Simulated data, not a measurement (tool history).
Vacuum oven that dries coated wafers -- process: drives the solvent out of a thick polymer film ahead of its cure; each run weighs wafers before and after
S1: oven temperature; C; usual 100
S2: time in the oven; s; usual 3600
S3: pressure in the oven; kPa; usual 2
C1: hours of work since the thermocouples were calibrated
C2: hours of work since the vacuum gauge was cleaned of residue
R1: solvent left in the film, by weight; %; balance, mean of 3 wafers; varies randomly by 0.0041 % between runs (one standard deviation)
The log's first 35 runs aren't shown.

run,hour,S1,S2,S3,C1,C2,R1
36,482.4,93,2160,3.35,1070,602,5.751
37,494.9,88,3060,1.94,1076,608,4.638
38,504.4,97,5580,1.43,1081,613,1.241
39,516.4,97,5520,3.47,1088,620,2.419
40,527.4,97,5520,3.47,1093,626,2.433
41,538.7,95,1800,1.4,1099,632,5.141
42,553,107,3060,2,1107,639,1.552
43,571.8,111,3060,2.97,1117,649,1.535

Branching from run 43: 5 alternative next runs. What would each branch give?
A,584.3,95,2760,1.07,1123,656,?
B,584.3,100,4680,1.13,1123,656,?
C,584.3,92,2160,3.93,1123,656,?
D,584.3,102,1980,2.64,1123,656,?
E,584.3,105,6180,2.97,1123,656,?

run,R1
A,3.143
B,1.069
C,6.273
D,3.877
E,1.415
Take away the tool's hidden state, keep each run's random variation, and the runs would have read:
run,R1
A,3.315
B,1.121
C,6.513
D,4.071
E,1.448
